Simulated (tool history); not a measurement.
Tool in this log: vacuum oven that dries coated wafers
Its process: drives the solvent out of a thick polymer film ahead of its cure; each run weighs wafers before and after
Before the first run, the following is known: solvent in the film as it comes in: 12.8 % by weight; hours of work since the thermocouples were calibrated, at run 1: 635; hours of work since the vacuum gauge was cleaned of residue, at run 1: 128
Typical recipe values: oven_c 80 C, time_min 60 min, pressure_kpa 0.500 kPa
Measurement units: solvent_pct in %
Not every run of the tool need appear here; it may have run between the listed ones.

run,hour,oven_c,time_min,pressure_kpa,hours of work since the thermocouples were calibrated,hours of work since the vacuum gauge was cleaned of residue,solvent_pct
1,0.0,80,60,0.500,635,128,1.08
2,8.7,95,60,0.500,639,131,0.11
3,19.8,95,60,0.500,643,136,0.16
4,32.5,80,60,0.500,648,141,1.07
5,50.3,80,60,0.544,655,148,1.15
6,59.4,80,60,0.544,659,152,1.19
7,67.6,80,60,0.500,662,155,1.08
8,78.1,80,60,0.500,667,159,1.08
9,89.3,80,60,0.500,671,164,1.13
10,105.9,80,60,0.500,678,170,1.12
11,124.9,80,60,0.500,686,178,1.14
12,136.0,80,60,0.500,690,183,1.08
13,149.8,80,60,0.733,696,188,1.22
14,163.7,80,65,0.733,701,194,1.05
15,174.0,80,65,0.733,705,198,0.94
16,183.2,80,60,0.500,709,202,1.14
# hour 186.4: oven's thermocouples calibrated
17,203.3,80,32,0.500,7,209,3.17
18,216.7,80,60,0.254,12,214,1.16
19,229.4,80,60,0.254,17,219,1.18
20,244.9,71,61,0.497,24,226,3.47
21,257.2,94,33,1.619,29,231,0.61
22,267.9,67,36,0.256,33,235,6.48
23,276.2,80,65,0.534,36,238,1.02
24,290.1,80,65,0.534,42,244,1.08
# hour 300.2: oven's thermocouples calibrated, once more
25,305.7,77,46,0.579,2,249,2.27
26,320.7,78,59,0.649,8,256,1.29
27,335.1,74,60,0.500,14,261,2.12
28,349.8,74,94,0.270,20,267,0.89
29,361.3,70,38,0.849,25,272,5.04
30,374.8,87,41,0.500,30,277,0.61
31,384.2,87,41,0.500,34,281,0.62
32,398.8,87,41,0.500,40,287,0.63
33,417.7,77,86,0.750,47,295,0.76
34,431.3,77,94,0.278,53,300,0.52

Describe how what the log doesn't record of the tool's condition differs between the last listed run preceding each entry between runs and the first listed run following it.
In the gap between runs 16 and 17: oven's thermocouples calibrated (hour 186.4)
  true wafer temperature over the reading, C: -1.49 -> -1.89; true pressure over the reading, kPa: 0.057 -> 0.059
  the result without the hidden state subtracted from the measured one, solvent_pct: +0.26 -> +0.54 %
In the gap between runs 24 and 25: oven's thermocouples calibrated, once more (hour 300.2)
  true wafer temperature over the reading, C: -1.95 -> -0.02; true pressure over the reading, kPa: 0.07 -> 0.072
  the result without the hidden state subtracted from the measured one, solvent_pct: +0.31 -> +0.03 %

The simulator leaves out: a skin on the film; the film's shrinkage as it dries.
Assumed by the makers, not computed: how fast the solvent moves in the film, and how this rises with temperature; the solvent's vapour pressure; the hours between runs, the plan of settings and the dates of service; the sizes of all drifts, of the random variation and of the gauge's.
